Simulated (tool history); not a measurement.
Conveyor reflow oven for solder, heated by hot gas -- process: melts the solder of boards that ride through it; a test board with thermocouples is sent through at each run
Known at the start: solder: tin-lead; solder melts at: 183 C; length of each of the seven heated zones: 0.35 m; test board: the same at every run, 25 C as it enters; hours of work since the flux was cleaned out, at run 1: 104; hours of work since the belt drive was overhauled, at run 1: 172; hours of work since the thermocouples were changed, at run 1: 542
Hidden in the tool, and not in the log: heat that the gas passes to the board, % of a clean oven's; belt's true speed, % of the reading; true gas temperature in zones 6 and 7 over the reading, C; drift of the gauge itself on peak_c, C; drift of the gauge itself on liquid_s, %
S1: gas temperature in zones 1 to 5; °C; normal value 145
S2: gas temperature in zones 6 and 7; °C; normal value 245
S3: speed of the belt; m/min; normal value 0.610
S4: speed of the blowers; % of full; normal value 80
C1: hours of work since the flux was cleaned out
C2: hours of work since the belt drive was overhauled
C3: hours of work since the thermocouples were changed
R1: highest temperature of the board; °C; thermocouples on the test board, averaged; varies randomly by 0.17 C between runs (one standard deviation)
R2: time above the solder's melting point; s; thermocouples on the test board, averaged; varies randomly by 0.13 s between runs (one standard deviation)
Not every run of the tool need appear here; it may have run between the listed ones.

run,hour,S1,S2,S3,S4,C1,C2,C3,R1,R2
1,0.0,145,245,0.610,80,104,172,542,234.2,63.5
2,23.8,145,245,0.610,80,119,187,557,234.1,63.4
3,52.0,145,249,0.610,80,135,203,573,237.7,65.1
4,79.0,143,249,0.610,80,151,219,589,237.6,64.3
5,113.1,143,251,0.610,80,172,240,610,239.4,65.1
6,152.8,145,245,0.610,80,195,263,633,234.4,63.8
7,187.4,145,245,0.610,80,216,284,654,234.3,63.5
8,218.3,145,245,0.610,80,234,302,672,234.0,63.7
9,241.3,145,245,0.610,80,248,316,686,234.4,63.6
10,282.4,145,234,0.610,80,272,340,710,223.9,59.2
# hour 315.4: flux residue cleaned out of gas plates and filters
11,322.3,145,234,0.610,80,4,361,731,224.7,59.4
12,345.0,145,234,0.610,80,18,375,745,224.7,59.3
13,373.1,145,234,0.610,80,34,391,761,224.9,59.8
14,405.1,145,245,0.610,80,53,410,780,235.1,64.1
15,439.3,157,257,0.583,80,74,431,801,248.4,75.5
16,458.3,139,257,0.669,80,85,442,812,242.0,59.8
17,481.5,151,245,0.610,80,99,456,826,235.9,66.2
18,504.9,159,245,0.606,80,113,470,840,236.5,69.8
19,540.0,153,246,0.676,87,134,491,861,235.1,60.4
20,570.2,151,245,0.566,87,152,509,879,238.4,72.4
21,598.6,151,245,0.566,87,169,526,896,238.5,72.6
22,629.9,151,245,0.566,87,187,544,914,238.5,72.4
23,669.7,151,245,0.566,87,211,568,938,238.5,72.6
24,694.0,149,245,0.610,70,225,582,952,233.1,65.0
25,718.6,149,251,0.685,52,240,597,967,229.4,55.9
26,758.2,145,257,0.685,52,264,621,991,233.4,56.9
27,795.4,147,234,0.640,61,286,643,1013,219.6,54.1
# hour 806.4: flux residue cleaned out of gas plates and filters
28,833.4,131,245,0.559,79,16,662,1032,236.2,67.0

Here are 5 independent what-if runs from the current tool condition. What would each one return?
A,856.7,140,235,0.559,73,30,676,1046,?,?
B,856.7,131,245,0.559,82,30,676,1046,?,?
C,856.7,145,256,0.511,61,30,676,1046,?,?
D,856.7,131,245,0.723,73,30,676,1046,?,?
E,856.7,154,245,0.705,79,30,676,1046,?,?

run,R1,R2
A,226.9,64.8
B,236.8,67.3
C,247.0,82.5
D,226.2,46.9
E,232.4,57.5
Had the tool no hidden state, the same runs would have come out as:
run,R1,R2
A,224.6,62.7
B,234.4,65.4
C,244.6,80.5
D,223.9,45.1
E,230.2,55.9
